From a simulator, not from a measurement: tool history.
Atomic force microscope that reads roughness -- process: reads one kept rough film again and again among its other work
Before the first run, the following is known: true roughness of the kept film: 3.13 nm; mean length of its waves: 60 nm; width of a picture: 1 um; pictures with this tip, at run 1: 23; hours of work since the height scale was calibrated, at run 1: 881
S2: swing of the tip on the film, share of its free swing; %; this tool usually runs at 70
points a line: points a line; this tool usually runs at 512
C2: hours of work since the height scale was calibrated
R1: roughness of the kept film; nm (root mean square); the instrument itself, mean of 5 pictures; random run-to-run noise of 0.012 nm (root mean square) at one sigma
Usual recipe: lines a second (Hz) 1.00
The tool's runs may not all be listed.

Run 1, day 0.000: usual settings; pictures with this tip 23; C2 881. Result: R1 2.835 nm (root mean square).
At day 2.583: new tip fitted.
Run 2, day 2.596: usual settings but S2 80 %; pictures with this tip 1; C2 918. Result: R1 2.852 nm (root mean square).
Run 3, day 4.092: usual settings but S2 80 %; pictures with this tip 63; C2 940. Result: R1 2.708 nm (root mean square).
At day 5.754: new tip fitted.
Run 4, day 6.054: usual settings but S2 80 %; pictures with this tip 12; C2 968. Result: R1 2.830 nm (root mean square).
Run 5, day 8.492: usual settings; pictures with this tip 114; C2 1004. Result: R1 2.652 nm (root mean square).
At day 8.971: new tip fitted.
Run 6, day 10.825: usual settings; pictures with this tip 78; C2 1037. Result: R1 2.737 nm (root mean square).
At day 12.050: new tip fitted.
Run 7, day 13.133: usual settings; pictures with this tip 45; C2 1071. Result: R1 2.819 nm (root mean square).
At day 15.121: new tip fitted.
Run 8, day 15.121: usual settings; pictures with this tip 0; C2 1099. Result: R1 2.913 nm (root mean square).
Run 9, day 16.975: usual settings; pictures with this tip 77; C2 1126. Result: R1 2.722 nm (root mean square).
At day 18.329: new tip fitted.
Run 10, day 18.358: usual settings but S2 56 %; pictures with this tip 1; C2 1146. Result: R1 2.937 nm (root mean square).
Run 11, day 20.588: usual settings but lines a second (Hz) 3.34; pictures with this tip 94; C2 1179. Result: R1 2.512 nm (root mean square).
At day 21.483: new tip fitted.
Run 12, day 23.429: usual settings but lines a second (Hz) 1.32; pictures with this tip 81; C2 1220. Result: R1 2.661 nm (root mean square).
At day 24.633: new tip fitted.
Run 13, day 25.917: usual settings but lines a second (Hz) 1.32; pictures with this tip 54; C2 1256. Result: R1 2.773 nm (root mean square).
Run 14, day 27.508: usual settings but S2 71 %; pictures with this tip 120; C2 1279. Result: R1 2.609 nm (root mean square).
At day 27.808: new tip fitted.
Run 15, day 30.071: usual settings; pictures with this tip 95; C2 1316. Result: R1 2.672 nm (root mean square).
At day 31.046: new tip fitted.
Run 16, day 31.508: usual settings; pictures with this tip 19; C2 1336. Result: R1 2.857 nm (root mean square).
Run 17, day 33.421: usual settings; pictures with this tip 99; C2 1364. Result: R1 2.650 nm (root mean square).
At day 34.171: new tip fitted.
Run 18, day 35.396: usual settings; pictures with this tip 51; C2 1393. Result: R1 2.785 nm (root mean square).
At day 35.917: height scale calibrated on a step standard.
At day 37.371: new tip fitted.
Run 19, day 37.371: usual settings but lines a second (Hz) 3.06; pictures with this tip 0; C2 21. Result: R1 2.795 nm (root mean square).
Run 20, day 40.271: usual settings but lines a second (Hz) 0.54; pictures with this tip 121; C2 63. Result: R1 2.678 nm (root mean square).
At day 40.454: new tip fitted.
Run 21, day 42.488: usual settings but lines a second (Hz) 0.54, points a line 889; pictures with this tip 85; C2 95. Result: R1 2.766 nm (root mean square).
At day 43.704: new tip fitted.
Run 22, day 45.700: usual settings but S2 62 %; pictures with this tip 84; C2 141. Result: R1 2.763 nm (root mean square).
At day 46.796: new tip fitted.
Run 23, day 48.375: usual settings but S2 62 %; pictures with this tip 65; C2 180. Result: R1 2.822 nm (root mean square).
At day 49.896: new tip fitted.
Run 24, day 50.825: usual settings but S2 62 %; pictures with this tip 39; C2 215. Result: R1 2.850 nm (root mean square).
At day 53.058: new tip fitted.
Run 25, day 53.058: usual settings but S2 62 %; pictures with this tip 0; C2 248. Result: R1 2.981 nm (root mean square).
At day 56.167: new tip fitted.
Run 26, day 56.167: usual settings but S2 62 %; pictures with this tip 0; C2 293. Result: R1 2.950 nm (root mean square).
Run 27, day 58.075: usual settings but lines a second (Hz) 1.94, S2 62 %, points a line 437; pictures with this tip 80; C2 320. Result: R1 2.741 nm (root mean square).
At day 59.383: new tip fitted.
Run 28, day 59.667: usual settings but lines a second (Hz) 2.30, S2 85 %, points a line 966; pictures with this tip 12; C2 343. Result: R1 2.628 nm (root mean square).
At day 62.542: new tip fitted.
Run 29, day 62.775: usual settings but lines a second (Hz) 0.63, S2 61 %, points a line 392; pictures with this tip 10; C2 388. Result: R1 2.971 nm (root mean square).
At day 65.842: new tip fitted.
Run 30, day 65.962: usual settings but lines a second (Hz) 0.75, S2 77 %, points a line 392; pictures with this tip 5; C2 434. Result: R1 2.909 nm (root mean square).
Run 31, day 67.433: usual settings but lines a second (Hz) 0.75, S2 65 %, points a line 899; pictures with this tip 67; C2 456. Result: R1 2.782 nm (root mean square).
At day 68.921: new tip fitted.
Run 32, day 69.112: usual settings but lines a second (Hz) 0.75, S2 65 %, points a line 899; pictures with this tip 8; C2 480. Result: R1 2.959 nm (root mean square).
Run 33, day 71.088: usual settings but lines a second (Hz) 0.75, S2 65 %, points a line 899; pictures with this tip 90; C2 509. Result: R1 2.733 nm (root mean square).
At day 72.162: new tip fitted.
Run 34, day 73.917: usual settings but S2 73 %; pictures with this tip 74; C2 549. Result: R1 2.707 nm (root mean square).
At day 75.425: new tip fitted.
Run 35, day 75.583: usual settings but lines a second (Hz) 1.55, S2 87 %, points a line 380; pictures with this tip 6; C2 573. Result: R1 2.705 nm (root mean square).
Run 36, day 76.888: usual settings but lines a second (Hz) 3.43, S2 68 %, points a line 518; pictures with this tip 61; C2 592. Result: R1 2.645 nm (root mean square).
Run 37, day 78.229: usual settings but lines a second (Hz) 0.74, S2 80 %, points a line 426; pictures with this tip 117; C2 612. Result: R1 2.626 nm (root mean square).
At day 78.533: new tip fitted.
Run 38, day 80.275: usual settings but lines a second (Hz) 0.74, S2 80 %, points a line 625; pictures with this tip 73; C2 641. Result: R1 2.712 nm (root mean square).
At day 81.804: new tip fitted.
Run 39, day 83.433: usual settings but lines a second (Hz) 2.07, S2 58 %, points a line 420; pictures with this tip 68; C2 687. Result: R1 2.762 nm (root mean square).
At day 84.904: new tip fitted.
Run 40, day 84.904: usual settings but lines a second (Hz) 2.07, S2 58 %, points a line 1005; pictures with this tip 0; C2 708. Result: R1 2.926 nm (root mean square).
Run 41, day 87.546: usual settings but lines a second (Hz) 0.89, S2 75 %; pictures with this tip 111; C2 747. Result: R1 2.632 nm (root mean square).
At day 88.212: new tip fitted.
Run 42, day 89.517: usual settings but lines a second (Hz) 3.64, points a line 823; pictures with this tip 54; C2 775. Result: R1 2.599 nm (root mean square).
At day 91.388: new tip fitted.
Run 43, day 91.838: usual settings but lines a second (Hz) 3.64, S2 72 %, points a line 555; pictures with this tip 19; C2 809. Result: R1 2.663 nm (root mean square).
Run 44, day 93.479: usual settings but lines a second (Hz) 1.79, S2 67 %, points a line 265; pictures with this tip 88; C2 832. Result: R1 2.654 nm (root mean square).
At day 94.600: new tip fitted.
Run 45, day 94.954: usual settings but points a line 906; pictures with this tip 15; C2 854. Result: R1 2.878 nm (root mean square).
At day 97.792: new tip fitted.
Run 46, day 98.212: usual settings but S2 61 %, points a line 651; pictures with this tip 18; C2 901. Result: R1 2.918 nm (root mean square).
At day 100.888: new tip fitted.
Run 47, day 101.025: usual settings but points a line 331; pictures with this tip 5; C2 941. Result: R1 2.915 nm (root mean square).
Run 48, day 103.938: usual settings but lines a second (Hz) 2.39, S2 86 %, points a line 502; pictures with this tip 127; C2 984. Result: R1 2.348 nm (root mean square).
At day 104.233: new tip fitted.
Run 49, day 105.483: usual settings but lines a second (Hz) 1.42, S2 87 %, points a line 542; pictures with this tip 52; C2 1006. Result: R1 2.619 nm (root mean square).
At day 107.421: new tip fitted.
Run 50, day 107.421: usual settings but lines a second (Hz) 3.66, S2 84 %, points a line 879; pictures with this tip 0; C2 1034. Result: R1 2.490 nm (root mean square).

A few steps of R1 between consecutive runs. Split each: what settings, incoming material and random variation would produce without the hidden state, and what is left over for the hidden state, along with gauge scatter present in only one of the two compared results (measured, and without hidden state):
Hidden state at play: radius of the tip, nm; height scale over the true one, %; drift of the gauge itself on roughness_nm, %.
Run 10 -> 11: lines a second (Hz) 1.00 -> 3.34, S2 56 -> 70. R1 -0.425 nm (root mean square): hidden state -0.222, all else -0.203.
Run 19 -> 20: lines a second (Hz) 3.06 -> 0.54. R1 -0.117 nm (root mean square): hidden state -0.304, all else +0.187.
Run 28 -> 29: lines a second (Hz) 2.30 -> 0.63, S2 85 -> 61, points a line 966 -> 392, new tip fitted. R1 +0.343 nm (root mean square): hidden state +0.000, all else +0.343.
Run 40 -> 41: lines a second (Hz) 2.07 -> 0.89, S2 58 -> 75, points a line 1005 -> 512. R1 -0.294 nm (root mean square): hidden state -0.270, all else -0.024.
Run 47 -> 48: lines a second (Hz) 1.00 -> 2.39, S2 70 -> 86, points a line 331 -> 502. R1 -0.567 nm (root mean square): hidden state -0.256, all else -0.311.
